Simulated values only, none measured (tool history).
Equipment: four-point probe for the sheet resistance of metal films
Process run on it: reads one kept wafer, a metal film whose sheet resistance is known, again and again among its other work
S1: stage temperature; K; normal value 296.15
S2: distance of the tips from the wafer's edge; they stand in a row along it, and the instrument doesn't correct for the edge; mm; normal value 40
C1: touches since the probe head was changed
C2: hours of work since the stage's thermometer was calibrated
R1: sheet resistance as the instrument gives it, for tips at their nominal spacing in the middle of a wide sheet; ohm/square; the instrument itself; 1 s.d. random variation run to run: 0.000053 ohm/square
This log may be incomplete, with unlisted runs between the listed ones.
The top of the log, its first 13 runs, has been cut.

| run | hour | S1 | S2 | C1 | C2 | R1 |
|---|---|---|---|---|---|---|
| 14 | 191.1 | 296.15 | 6 | 5702 | 1069 | 0.269465 |
| 15 | 204.8 | 296.15 | 6 | 5956 | 1074 | 0.269549 |
| 16 | 215.0 | 296.15 | 40 | 6143 | 1078 | 0.267890 |
| 17 | 223.4 | 296.15 | 40 | 6298 | 1082 | 0.267848 |
| 18 | 234.9 | 293.15 | 40 | 6511 | 1087 | 0.267942 |
| 19 | 244.5 | 293.15 | 40 | 6689 | 1090 | 0.268017 |
| 20 | 255.9 | 293.15 | 40 | 6899 | 1095 | 0.267923 |
| 21 | 273.7 | 293.15 | 40 | 7228 | 1102 | 0.268053 |
| 22 | 284.9 | 293.15 | 11 | 7435 | 1107 | 0.268390 |
| 23 | 297.4 | 293.15 | 11 | 7666 | 1112 | 0.268466 |
| 24 | 309.9 | 301.15 | 21 | 7898 | 1117 | 0.267644 |
| 25 | 326.9 | 293.15 | 43 | 8211 | 1124 | 0.267973 |
|  | 328.6 | stage's thermometer calibrated |
| 26 | 341.4 | 293.15 | 43 | 8470 | 5 | 0.267820 |
| 27 | 355.0 | 291.15 | 42 | 8720 | 11 | 0.268149 |
| 28 | 373.0 | 296.15 | 9 | 9052 | 18 | 0.268517 |
| 29 | 381.7 | 303.15 | 12 | 9215 | 22 | 0.267949 |
| 30 | 392.1 | 303.15 | 12 | 9405 | 26 | 0.267919 |
|  | 396.9 | stage's thermometer calibrated, once more |
| 31 | 412.7 | 294.15 | 6 | 9777 | 6 | 0.269835 |
| 32 | 422.1 | 303.15 | 46 | 9951 | 10 | 0.267847 |
| 33 | 434.9 | 291.15 | 40 | 10187 | 16 | 0.268171 |

Expected results for the next run?
| 34 | 453.3 | 291.15 | 40 | 10527 | 23 | ? |

For run 34 the tool returned R1 0.268281 ohm/square.
Take away the tool's hidden state, keep the run-to-run variation as it was, and the same run would have given R1 0.267236 ohm/square.
